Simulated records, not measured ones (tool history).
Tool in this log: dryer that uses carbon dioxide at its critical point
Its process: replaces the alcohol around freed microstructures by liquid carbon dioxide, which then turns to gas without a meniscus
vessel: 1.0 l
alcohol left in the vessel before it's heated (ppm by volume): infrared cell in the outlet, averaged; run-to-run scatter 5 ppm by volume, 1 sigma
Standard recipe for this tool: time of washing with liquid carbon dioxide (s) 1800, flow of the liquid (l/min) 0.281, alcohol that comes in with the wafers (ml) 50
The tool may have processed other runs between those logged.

run	hour	time of washing with liquid carbon dioxide (s)	flow of the liquid (l/min)	alcohol that comes in with the wafers (ml)	alcohol left in the vessel before it's heated (ppm by volume)
1	0	1800	0.281	50	89
2	12.8	1800	0.281	50	93
3	26.5	1800	0.281	31	63
4	41	1800	0.281	31	56
5	54.6	1800	0.281	49	93
6	68.6	1800	0.281	49	90
7	77.6	1200	0.281	50	714
8	92	1800	0.281	50	101
9	98	1800	0.281	50	107
10	111.3	2700	0.281	50	28
11	124.6	1680	0.281	92	277
12	132.4	1260	0.414	44	82
13	141.6	1260	0.239	39	974
14	149.2	2460	0.189	115	426

Run 15, settings as shown, results not yet in. Your forecast:
15	163.5	1800	0.322	50	?

{"run 15": {"alcohol left in the vessel before it's heated (ppm by volume)": 52}}
With the hidden condition absent and the run-to-run variation left alone, this run would have shown alcohol left in the vessel before it's heated (ppm by volume) 9.

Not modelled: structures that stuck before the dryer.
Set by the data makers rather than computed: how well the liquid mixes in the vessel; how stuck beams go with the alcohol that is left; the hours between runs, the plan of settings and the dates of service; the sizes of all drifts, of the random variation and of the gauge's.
